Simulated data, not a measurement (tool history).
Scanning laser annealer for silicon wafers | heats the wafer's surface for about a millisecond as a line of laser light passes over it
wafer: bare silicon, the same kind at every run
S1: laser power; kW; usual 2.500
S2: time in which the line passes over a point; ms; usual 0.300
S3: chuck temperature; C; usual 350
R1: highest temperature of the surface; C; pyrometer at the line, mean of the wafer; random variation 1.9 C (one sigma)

| run | day | S1 | S2 | S3 | R1 |
|---|---|---|---|---|---|
| 1 | 0.000 | 2.500 | 0.300 | 350 | 1071 |
| 2 | 2.975 | 2.500 | 0.300 | 350 | 1068 |
| 3 | 6.312 | 2.500 | 0.300 | 350 | 1063 |
| 4 | 8.338 | 2.500 | 0.300 | 350 | 1062 |
| 5 | 11.479 | 2.500 | 0.300 | 368 | 1079 |
| 6 | 13.808 | 2.500 | 0.300 | 350 | 1056 |
| 7 | 16.996 | 2.714 | 0.359 | 337 | 1193 |
| 8 | 19.967 | 2.714 | 0.359 | 337 | 1189 |
|  | 20.233 | window over the wafer cleaned |
| 9 | 22.633 | 2.255 | 0.246 | 350 | 890 |
| 10 | 24.621 | 2.359 | 0.300 | 387 | 1014 |
| 11 | 26.167 | 2.359 | 0.300 | 387 | 1013 |
| 12 | 29.346 | 2.308 | 0.333 | 350 | 987 |

4 ways to go on from here, each from the tool as it stands after run 12. What would each give?
| A | 32.038 | 2.223 | 0.300 | 350 | ? |
| B | 32.038 | 2.739 | 0.300 | 359 | ? |
| C | 32.038 | 2.703 | 0.300 | 339 | ? |
| D | 32.038 | 2.733 | 0.300 | 318 | ? |

| run | R1 |
|---|---|
| A | 926 |
| B | 1108 |
| C | 1081 |
| D | 1069 |
Without the tool's hidden state the same runs would have given:
| run | R1 |
|---|---|
| A | 987 |
| B | 1187 |
| C | 1159 |
| D | 1148 |
